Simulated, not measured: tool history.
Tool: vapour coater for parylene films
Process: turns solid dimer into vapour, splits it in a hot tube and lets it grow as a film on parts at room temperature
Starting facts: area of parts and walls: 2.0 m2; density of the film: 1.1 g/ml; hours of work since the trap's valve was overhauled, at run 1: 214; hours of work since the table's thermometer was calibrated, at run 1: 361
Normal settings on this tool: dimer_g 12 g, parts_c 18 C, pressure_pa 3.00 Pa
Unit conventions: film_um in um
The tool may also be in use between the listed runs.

run     day  dimer_g  parts_c  pressure_pa  hours of work since the trap's valve was overhauled  hours of work since the table's thermometer was calibrated  film_um
  1   0.000       12       18         3.00                                                  214                                                         361     4.30
  2   1.900       12       18         3.00                                                  246                                                         393     4.23
  3   3.642       12       18         3.00                                                  276                                                         423     4.22
  4   6.192       12       10         3.00                                                  319                                                         466     5.46
  5   7.908       12       10         4.86                                                  348                                                         496     5.31
  6   9.529       12       29         3.00                                                  376                                                         523     2.71
  7  11.450       12       29         3.00                                                  409                                                         556     2.75
  8  12.992       12       29         3.00                                                  435                                                         582     2.70
  9  15.454       12       29         3.00                                                  477                                                         624     2.76
 10  17.321       12       29         3.00                                                  509                                                         656     2.70
 11  20.175       12       29         3.00                                                  557                                                         705     2.74
 12  22.392       12       29         3.00                                                  595                                                         743     2.76
     23.104  -- trap's valve overhauled
 13  24.654       12       29         3.00                                                   26                                                         778     2.70
 14  26.358       19       18         3.00                                                   55                                                         807     6.85
 15  28.229       19       18         3.00                                                   87                                                         839     6.80
 16  29.850       12       25         3.00                                                  115                                                         867     3.24
 17  32.504       12       25         3.00                                                  160                                                         912     3.19
 18  34.617       12       18         2.01                                                  196                                                         948     4.73
 19  36.346       12       18         2.01                                                  226                                                         978     4.62
 20  38.246       12       12         2.01                                                  258                                                        1010     5.46
 21  39.475        6       12         2.01                                                  279                                                        1031     2.65
 22  41.962        6       12         2.01                                                  321                                                        1073     2.66
 23  44.238        6       12         2.01                                                  360                                                        1112     2.63
 24  46.892       12       18         3.00                                                  406                                                        1157     4.23
 25  48.067       12       18         3.00                                                  426                                                        1177     4.28
 26  50.708       12       18         3.00                                                  471                                                        1223     4.28
 27  53.033       12       18         3.00                                                  510                                                        1262     4.31
 28  55.300        8       13         2.97                                                  549                                                        1301     3.59
 29  58.008        8       13         2.97                                                  595                                                        1347     3.53
     58.733  -- trap's valve overhauled
 30  59.804       22       23         9.01                                                   18                                                        1375     5.09
 31  62.050       22       23         9.01                                                   57                                                        1413     5.16
 32  64.517        8       24         5.36                                                   99                                                        1455     1.95
 33  66.054       14       23         3.00                                                  125                                                        1481     4.06
 34  67.879       15       29         3.00                                                  156                                                        1512     3.39
 35  70.296       12       10         2.14                                                  197                                                        1554     5.29
 36  72.867       16       15         7.98                                                  241                                                        1597     5.33
 37  75.362       22       15         7.98                                                  284                                                        1640     7.33
 38  77.488       22       15         2.54                                                  320                                                        1676     9.22
 39  78.762       22       10         9.63                                                  342                                                        1698     8.74
 40  81.221       22       10         9.63                                                  383                                                        1740     8.62
 41  82.871       12       22         3.00                                                  412                                                        1768     3.63
 42  84.154       11       28         2.89                                                  433                                                        1790     2.63
 43  86.071        6       18         3.00                                                  466                                                        1823     2.16
 44  87.808       10       23         2.24                                                  496                                                        1852     3.10
 45  89.046       10       23         2.24                                                  517                                                        1873     3.12
 46  90.892       10       23         2.24                                                  548                                                        1905     3.14
 47  92.729       10       18         2.24                                                  580                                                        1936     3.80

Describe how what the log doesn't record of the tool's condition differs between the last listed run preceding each entry between runs and the first listed run following it.
Run 12 -> run 13: trap's valve overhauled (day 23.104)
  vapour lost through the trap's worn valve, %: 0.3 -> 0
Run 29 -> run 30: trap's valve overhauled (day 58.733)
  vapour lost through the trap's worn valve, %: 0.3 -> 0
